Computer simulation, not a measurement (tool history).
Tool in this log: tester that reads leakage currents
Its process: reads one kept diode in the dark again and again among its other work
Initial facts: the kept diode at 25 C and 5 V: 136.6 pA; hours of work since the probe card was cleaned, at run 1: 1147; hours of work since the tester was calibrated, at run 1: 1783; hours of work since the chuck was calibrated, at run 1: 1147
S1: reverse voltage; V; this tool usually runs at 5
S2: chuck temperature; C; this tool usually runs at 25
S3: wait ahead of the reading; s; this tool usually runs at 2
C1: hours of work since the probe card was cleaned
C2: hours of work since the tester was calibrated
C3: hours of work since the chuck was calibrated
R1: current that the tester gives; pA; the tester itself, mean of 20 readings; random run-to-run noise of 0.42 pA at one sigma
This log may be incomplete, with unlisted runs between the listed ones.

Run 1, day 0: usual settings; C1 1147; C2 1783; C3 1147. Result: R1 182.67 pA.
At day 1.821: chuck's temperature calibrated.
Run 2, day 3.692: usual settings; C1 1201; C2 1838; C3 28. Result: R1 213.1 pA.
Run 3, day 6.75: usual settings; C1 1247; C2 1884; C3 74. Result: R1 215.24 pA.
Run 4, day 11.912: usual settings but S2 32 C; C1 1325; C2 1962; C3 152. Result: R1 409.34 pA.
Run 5, day 15.167: usual settings; C1 1375; C2 2011; C3 202. Result: R1 220.56 pA.
Run 6, day 18.829: usual settings; C1 1430; C2 2066; C3 257. Result: R1 225.41 pA.
Run 7, day 21.15: usual settings but S1 7.81 V; C1 1465; C2 2102; C3 292. Result: R1 271.36 pA.
Run 8, day 23.396: usual settings but S1 7.81 V; C1 1499; C2 2135; C3 326. Result: R1 274.51 pA.
At day 23.904: chuck's temperature calibrated, once more.
At day 27.046: probe card cleaned and baked.
Run 9, day 27.346: usual settings but S1 5.72 V; C1 5; C2 2192; C3 50. Result: R1 146.16 pA.
Run 10, day 30.046: usual settings but S3 1.01 s; C1 45; C2 2233; C3 91. Result: R1 140.99 pA.

What will run 11 give?
Run 11, day 34.196: usual settings but S2 56 C, S3 4.49 s; C1 108; C2 2295; C3 153. Result: R1 ?.

{"run 11": {"R1": 2143.64}}
Were there no unlogged condition in the tool, this run, its random variation unchanged, would have produced R1 2091.53 pA.
